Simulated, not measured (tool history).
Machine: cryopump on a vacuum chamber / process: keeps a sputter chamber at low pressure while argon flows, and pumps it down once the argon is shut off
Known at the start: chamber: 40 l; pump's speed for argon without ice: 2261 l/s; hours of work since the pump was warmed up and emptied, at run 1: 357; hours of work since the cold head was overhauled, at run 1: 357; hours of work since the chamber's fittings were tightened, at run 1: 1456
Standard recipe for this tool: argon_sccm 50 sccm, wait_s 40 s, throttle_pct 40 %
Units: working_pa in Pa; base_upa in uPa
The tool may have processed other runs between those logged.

run     day  argon_sccm  wait_s  throttle_pct  hours of work since the pump was warmed up and emptied  hours of work since the cold head was overhauled  hours of work since the chamber's fittings were tightened  working_pa  base_upa
  1   0.000          50      40            40                                                     357                                               357                                                       1456      0.0961      2.27
  2   0.929          50      40            40                                                     372                                               372                                                       1471      0.0964      2.24
  3   1.908          50      40            40                                                     387                                               387                                                       1487      0.0960      2.20
  4   2.800          50      40            40                                                     401                                               401                                                       1501      0.0973      2.25
  5   3.758          50      40            40                                                     417                                               417                                                       1517      0.0966      2.22
  6   4.558          50      40            40                                                     430                                               430                                                       1529      0.0958      2.22
  7   5.254          50      37            40                                                     441                                               441                                                       1541      0.0975      2.43
  8   6.742          50      40            30                                                     465                                               465                                                       1564      0.1264      2.30
  9   7.408          50      40            30                                                     475                                               475                                                       1575      0.1281      2.33
 10   8.483          80      40            40                                                     492                                               492                                                       1592      0.1540      2.30
 11   9.467          80      40            40                                                     508                                               508                                                       1608      0.1548      2.25
 12  10.179          80      40            16                                                     520                                               520                                                       1619      0.3803      2.34
 13  11.679          50      40            38                                                     544                                               544                                                       1643      0.1026      2.35
 14  13.150          50      28            38                                                     567                                               567                                                       1667      0.1013      2.99
 15  14.075          50      48            48                                                     582                                               582                                                       1682      0.0821      2.00
 16  15.421          50      81            17                                                     603                                               603                                                       1703      0.2232      1.54
 17  16.954          50      81            17                                                     628                                               628                                                       1728      0.2247      1.60
 18  18.338          50      65            42                                                     650                                               650                                                       1750      0.0932      1.70
 19  19.850          78     130            40                                                     674                                               674                                                       1774      0.1522      1.32
 20  21.004          78     130            40                                                     693                                               693                                                       1793      0.1548      1.33
 21  21.808          78     130            40                                                     706                                               706                                                       1806      0.1521      1.33
 22  23.008          69     130            40                                                     725                                               725                                                       1825      0.1358      1.40
 23  24.062          53      99            40                                                     742                                               742                                                       1842      0.1055      1.47
 24  25.142          92     154            40                                                     759                                               759                                                       1859      0.1811      1.27
 25  26.200          92      22            43                                                     776                                               776                                                       1876      0.1699      3.78

Alternative continuations, all from the tool just after run 25; predict every row:
  A  27.154          30     223            42                                                     791                                               791                                                       1891           ?         ?
  B  27.154          92      27            43                                                     791                                               791                                                       1891           ?         ?
  C  27.154          21     184            19                                                     791                                               791                                                       1891           ?         ?
  D  27.154          27     165            43                                                     791                                               791                                                       1891           ?         ?
  E  27.154          92      58            43                                                     791                                               791                                                       1891           ?         ?

run  working_pa  base_upa
  A      0.0575      1.20
  B      0.1704      3.16
  C      0.0849      1.26
  D      0.0498      1.32
  E      0.1699      2.00
With no hidden state in the tool, these same runs would have given:
run  working_pa  base_upa
  A      0.0541      0.42
  B      0.1600      2.40
  C      0.0825      0.48
  D      0.0468      0.54
  E      0.1596      1.22
